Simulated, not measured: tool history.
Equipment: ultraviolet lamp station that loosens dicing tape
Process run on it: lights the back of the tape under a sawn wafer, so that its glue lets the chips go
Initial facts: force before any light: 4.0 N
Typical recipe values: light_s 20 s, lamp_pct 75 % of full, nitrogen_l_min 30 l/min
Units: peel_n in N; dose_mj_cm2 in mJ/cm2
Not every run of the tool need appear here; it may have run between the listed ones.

{"run": 1, "hour": 0.0, "light_s": 20, "lamp_pct": 75, "nitrogen_l_min": 30, "peel_n": 0.641, "dose_mj_cm2": 498}
{"run": 2, "hour": 8.7, "light_s": 20, "lamp_pct": 75, "nitrogen_l_min": 41, "peel_n": 0.556, "dose_mj_cm2": 491}
{"run": 3, "hour": 17.7, "light_s": 20, "lamp_pct": 62, "nitrogen_l_min": 41, "peel_n": 0.752, "dose_mj_cm2": 406}
{"run": 4, "hour": 31.6, "light_s": 20, "lamp_pct": 62, "nitrogen_l_min": 41, "peel_n": 0.765, "dose_mj_cm2": 407}
{"run": 5, "hour": 41.9, "light_s": 20, "lamp_pct": 75, "nitrogen_l_min": 30, "peel_n": 0.676, "dose_mj_cm2": 483}
{"run": 6, "hour": 50.1, "light_s": 20, "lamp_pct": 94, "nitrogen_l_min": 30, "peel_n": 0.461, "dose_mj_cm2": 616}
{"run": 7, "hour": 60.9, "light_s": 20, "lamp_pct": 75, "nitrogen_l_min": 30, "peel_n": 0.668, "dose_mj_cm2": 486}
{"run": 8, "hour": 68.3, "light_s": 20, "lamp_pct": 75, "nitrogen_l_min": 30, "peel_n": 0.656, "dose_mj_cm2": 489}
{"run": 9, "hour": 80.5, "light_s": 13, "lamp_pct": 75, "nitrogen_l_min": 30, "peel_n": 1.196, "dose_mj_cm2": 313}
{"run": 10, "hour": 92.4, "light_s": 13, "lamp_pct": 80, "nitrogen_l_min": 30, "peel_n": 1.127, "dose_mj_cm2": 333}
{"run": 11, "hour": 103.3, "light_s": 16, "lamp_pct": 84, "nitrogen_l_min": 41, "peel_n": 0.706, "dose_mj_cm2": 432}
{"run": 12, "hour": 115.9, "light_s": 16, "lamp_pct": 84, "nitrogen_l_min": 41, "peel_n": 0.697, "dose_mj_cm2": 427}
{"run": 13, "hour": 124.7, "light_s": 16, "lamp_pct": 77, "nitrogen_l_min": 16, "peel_n": 1.208, "dose_mj_cm2": 388}
{"run": 14, "hour": 138.4, "light_s": 22, "lamp_pct": 98, "nitrogen_l_min": 21, "peel_n": 0.467, "dose_mj_cm2": 691}

Forecast each of these 4 alternatives for the next run:
{"run": "A", "hour": 149.7, "light_s": 18, "lamp_pct": 97, "nitrogen_l_min": 30, "peel_n": "?", "dose_mj_cm2": "?"}
{"run": "B", "hour": 149.7, "light_s": 20, "lamp_pct": 75, "nitrogen_l_min": 42, "peel_n": "?", "dose_mj_cm2": "?"}
{"run": "C", "hour": 149.7, "light_s": 22, "lamp_pct": 69, "nitrogen_l_min": 13, "peel_n": "?", "dose_mj_cm2": "?"}
{"run": "D", "hour": 149.7, "light_s": 20, "lamp_pct": 88, "nitrogen_l_min": 30, "peel_n": "?", "dose_mj_cm2": "?"}

run=A peel_n=0.551 dose_mj_cm2=545
run=B peel_n=0.576 dose_mj_cm2=479
run=C peel_n=1.014 dose_mj_cm2=478
run=D peel_n=0.546 dose_mj_cm2=554
Had the tool no hidden state, the same runs would have come out as:
run=A peel_n=0.426 dose_mj_cm2=642
run=B peel_n=0.446 dose_mj_cm2=563
run=C peel_n=0.821 dose_mj_cm2=563
run=D peel_n=0.422 dose_mj_cm2=652
